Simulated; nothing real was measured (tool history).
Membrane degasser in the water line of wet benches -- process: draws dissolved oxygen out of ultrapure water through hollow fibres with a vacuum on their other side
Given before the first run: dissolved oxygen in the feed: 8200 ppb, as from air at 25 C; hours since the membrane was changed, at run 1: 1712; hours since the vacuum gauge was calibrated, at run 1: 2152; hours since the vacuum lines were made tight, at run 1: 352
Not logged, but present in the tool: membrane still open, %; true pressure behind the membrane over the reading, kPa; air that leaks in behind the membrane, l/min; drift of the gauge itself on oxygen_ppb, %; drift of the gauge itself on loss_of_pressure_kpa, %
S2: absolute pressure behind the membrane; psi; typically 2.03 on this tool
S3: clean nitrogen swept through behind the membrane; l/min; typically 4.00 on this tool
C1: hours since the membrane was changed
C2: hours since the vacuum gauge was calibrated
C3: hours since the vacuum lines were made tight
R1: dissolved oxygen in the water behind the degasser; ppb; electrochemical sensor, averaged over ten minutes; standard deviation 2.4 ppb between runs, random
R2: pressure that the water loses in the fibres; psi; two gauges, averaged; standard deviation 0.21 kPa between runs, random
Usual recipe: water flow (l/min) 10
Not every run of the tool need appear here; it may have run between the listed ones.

{"run": 1, "hour": 0.0, "water flow (l/min)": 10, "S2": 2.03, "S3": 4.0, "C1": 1712, "C2": 2152, "C3": 352, "R1": 243.5, "R2": 6.815}
{"run": 2, "hour": 33.5, "water flow (l/min)": 10, "S2": 2.03, "S3": 4.0, "C1": 1745, "C2": 2185, "C3": 385, "R1": 245.7, "R2": 6.814}
{"run": 3, "hour": 82.9, "water flow (l/min)": 10, "S2": 2.03, "S3": 4.0, "C1": 1795, "C2": 2235, "C3": 435, "R1": 242.1, "R2": 6.818}
{"run": 4, "hour": 147.7, "water flow (l/min)": 10, "S2": 2.03, "S3": 4.0, "C1": 1859, "C2": 2300, "C3": 499, "R1": 240.5, "R2": 6.83}
{"run": 5, "hour": 185.5, "water flow (l/min)": 7, "S2": 2.03, "S3": 4.0, "C1": 1897, "C2": 2337, "C3": 537, "R1": 106.1, "R2": 4.757}
{"run": 6, "hour": 231.7, "water flow (l/min)": 7, "S2": 2.03, "S3": 4.0, "C1": 1943, "C2": 2384, "C3": 584, "R1": 106.1, "R2": 4.801}
{"run": 7, "hour": 271.9, "water flow (l/min)": 10, "S2": 2.03, "S3": 4.0, "C1": 1984, "C2": 2424, "C3": 624, "R1": 241.8, "R2": 6.801}
{"run": 8, "hour": 322.6, "water flow (l/min)": 10, "S2": 2.03, "S3": 4.0, "C1": 2034, "C2": 2474, "C3": 674, "R1": 245.1, "R2": 6.876}
{"run": 9, "hour": 366.8, "water flow (l/min)": 10, "S2": 2.03, "S3": 4.0, "C1": 2079, "C2": 2519, "C3": 719, "R1": 240.7, "R2": 6.873}
{"run": 10, "hour": 410.1, "water flow (l/min)": 10, "S2": 2.03, "S3": 4.0, "C1": 2122, "C2": 2562, "C3": 762, "R1": 241.8, "R2": 6.799}
{"run": 11, "hour": 459.0, "water flow (l/min)": 10, "S2": 2.03, "S3": 4.0, "C1": 2171, "C2": 2611, "C3": 811, "R1": 244.7, "R2": 6.83}
{"run": 12, "hour": 500.7, "water flow (l/min)": 6, "S2": 2.03, "S3": 4.0, "C1": 2212, "C2": 2653, "C3": 853, "R1": 75.7, "R2": 4.132}
{"hour": 505.1, "done": "vacuum gauge calibrated"}
{"run": 13, "hour": 565.7, "water flow (l/min)": 10, "S2": 1.25, "S3": 4.0, "C1": 2277, "C2": 61, "C3": 917, "R1": 211.6, "R2": 6.883}
{"run": 14, "hour": 609.7, "water flow (l/min)": 12, "S2": 3.84, "S3": 11.34, "C1": 2321, "C2": 105, "C3": 961, "R1": 338.8, "R2": 8.225}
{"run": 15, "hour": 644.0, "water flow (l/min)": 14, "S2": 2.63, "S3": 8.3, "C1": 2355, "C2": 139, "C3": 995, "R1": 457.5, "R2": 9.591}
{"run": 16, "hour": 693.8, "water flow (l/min)": 10, "S2": 1.51, "S3": 4.0, "C1": 2405, "C2": 189, "C3": 1045, "R1": 223.7, "R2": 6.897}
{"run": 17, "hour": 725.3, "water flow (l/min)": 14, "S2": 2.05, "S3": 8.24, "C1": 2437, "C2": 220, "C3": 1077, "R1": 451.1, "R2": 9.543}
{"hour": 734.5, "done": "vacuum gauge calibrated, once more"}
{"run": 18, "hour": 773.7, "water flow (l/min)": 14, "S2": 2.05, "S3": 8.24, "C1": 2484, "C2": 39, "C3": 1125, "R1": 444.0, "R2": 9.58}
{"run": 19, "hour": 810.1, "water flow (l/min)": 14, "S2": 2.05, "S3": 8.24, "C1": 2521, "C2": 76, "C3": 1161, "R1": 439.8, "R2": 9.628}
{"run": 20, "hour": 845.0, "water flow (l/min)": 14, "S2": 2.05, "S3": 8.24, "C1": 2556, "C2": 110, "C3": 1196, "R1": 443.8, "R2": 9.607}
{"run": 21, "hour": 874.5, "water flow (l/min)": 14, "S2": 2.05, "S3": 8.24, "C1": 2585, "C2": 140, "C3": 1225, "R1": 445.9, "R2": 9.683}

Forecast each of these 4 alternatives for the next run:
{"run": "A", "hour": 902.1, "water flow (l/min)": 13, "S2": 3.42, "S3": 3.05, "C1": 2613, "C2": 168, "C3": 1253, "R1": "?", "R2": "?"}
{"run": "B", "hour": 902.1, "water flow (l/min)": 10, "S2": 1.83, "S3": 4.0, "C1": 2613, "C2": 168, "C3": 1253, "R1": "?", "R2": "?"}
{"run": "C", "hour": 902.1, "water flow (l/min)": 14, "S2": 2.05, "S3": 1.65, "C1": 2613, "C2": 168, "C3": 1253, "R1": "?", "R2": "?"}
{"run": "D", "hour": 902.1, "water flow (l/min)": 14, "S2": 1.39, "S3": 8.24, "C1": 2613, "C2": 168, "C3": 1253, "R1": "?", "R2": "?"}

run=A R1=541.1 R2=8.992
run=B R1=234.7 R2=6.817
run=C R1=604.5 R2=9.671
run=D R1=433.1 R2=9.564
With no hidden state in the tool, these same runs would have given:
run=A R1=522.8 R2=8.847
run=B R1=223.4 R2=6.707
run=C R1=584.4 R2=9.514
run=D R1=413.2 R2=9.409

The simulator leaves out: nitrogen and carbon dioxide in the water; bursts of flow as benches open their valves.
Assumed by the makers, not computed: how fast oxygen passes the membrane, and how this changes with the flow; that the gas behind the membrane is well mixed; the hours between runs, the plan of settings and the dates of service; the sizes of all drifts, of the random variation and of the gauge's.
